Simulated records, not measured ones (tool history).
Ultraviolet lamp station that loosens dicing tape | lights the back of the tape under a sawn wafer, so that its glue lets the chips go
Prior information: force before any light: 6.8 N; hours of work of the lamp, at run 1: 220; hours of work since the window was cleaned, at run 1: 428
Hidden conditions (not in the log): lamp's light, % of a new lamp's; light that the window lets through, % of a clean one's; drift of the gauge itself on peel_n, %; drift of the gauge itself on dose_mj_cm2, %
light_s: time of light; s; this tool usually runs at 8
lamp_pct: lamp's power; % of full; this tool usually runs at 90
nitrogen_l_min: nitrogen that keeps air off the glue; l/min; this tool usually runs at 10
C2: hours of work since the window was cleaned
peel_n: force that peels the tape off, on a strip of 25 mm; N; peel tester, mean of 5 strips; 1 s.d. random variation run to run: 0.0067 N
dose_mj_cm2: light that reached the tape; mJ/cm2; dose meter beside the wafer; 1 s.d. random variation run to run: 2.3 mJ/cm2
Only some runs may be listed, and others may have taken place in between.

{"run": 1, "hour": 0.0, "light_s": 8, "lamp_pct": 90, "nitrogen_l_min": 10, "hours of work of the lamp": 220, "C2": 428, "peel_n": 0.345, "dose_mj_cm2": 193}
{"run": 2, "hour": 30.0, "light_s": 8, "lamp_pct": 90, "nitrogen_l_min": 10, "hours of work of the lamp": 242, "C2": 450, "peel_n": 0.369, "dose_mj_cm2": 189}
{"run": 3, "hour": 47.5, "light_s": 8, "lamp_pct": 90, "nitrogen_l_min": 10, "hours of work of the lamp": 255, "C2": 463, "peel_n": 0.361, "dose_mj_cm2": 191}
{"run": 4, "hour": 73.5, "light_s": 8, "lamp_pct": 69, "nitrogen_l_min": 10, "hours of work of the lamp": 274, "C2": 482, "peel_n": 0.68, "dose_mj_cm2": 142}
{"run": 5, "hour": 107.7, "light_s": 8, "lamp_pct": 69, "nitrogen_l_min": 10, "hours of work of the lamp": 299, "C2": 507, "peel_n": 0.7, "dose_mj_cm2": 138}
{"hour": 117.2, "done": "window cleaned of glue's vapour"}
{"run": 6, "hour": 134.9, "light_s": 14, "lamp_pct": 90, "nitrogen_l_min": 10, "hours of work of the lamp": 318, "C2": 13, "peel_n": 0.138, "dose_mj_cm2": 366}
{"run": 7, "hour": 165.5, "light_s": 5, "lamp_pct": 78, "nitrogen_l_min": 4, "hours of work of the lamp": 341, "C2": 35, "peel_n": 1.709, "dose_mj_cm2": 108}
{"run": 8, "hour": 183.6, "light_s": 13, "lamp_pct": 83, "nitrogen_l_min": 18, "hours of work of the lamp": 354, "C2": 49, "peel_n": 0.142, "dose_mj_cm2": 306}
{"run": 9, "hour": 201.4, "light_s": 13, "lamp_pct": 83, "nitrogen_l_min": 18, "hours of work of the lamp": 367, "C2": 62, "peel_n": 0.126, "dose_mj_cm2": 302}
{"run": 10, "hour": 218.1, "light_s": 13, "lamp_pct": 82, "nitrogen_l_min": 5, "hours of work of the lamp": 379, "C2": 74, "peel_n": 0.228, "dose_mj_cm2": 299}
{"run": 11, "hour": 252.3, "light_s": 8, "lamp_pct": 77, "nitrogen_l_min": 6, "hours of work of the lamp": 404, "C2": 99, "peel_n": 0.636, "dose_mj_cm2": 170}
{"run": 12, "hour": 283.1, "light_s": 8, "lamp_pct": 77, "nitrogen_l_min": 6, "hours of work of the lamp": 427, "C2": 122, "peel_n": 0.682, "dose_mj_cm2": 168}

Per-run results on a tool with no hidden state, each run keeping its own random variation:
run=1 peel_n=0.222 dose_mj_cm2=238
run=2 peel_n=0.232 dose_mj_cm2=236
run=3 peel_n=0.219 dose_mj_cm2=239
run=4 peel_n=0.404 dose_mj_cm2=181
run=5 peel_n=0.403 dose_mj_cm2=179
run=6 peel_n=0.132 dose_mj_cm2=412
run=7 peel_n=1.417 dose_mj_cm2=124
run=8 peel_n=0.135 dose_mj_cm2=352
run=9 peel_n=0.118 dose_mj_cm2=351
run=10 peel_n=0.172 dose_mj_cm2=349
run=11 peel_n=0.438 dose_mj_cm2=202
run=12 peel_n=0.458 dose_mj_cm2=202
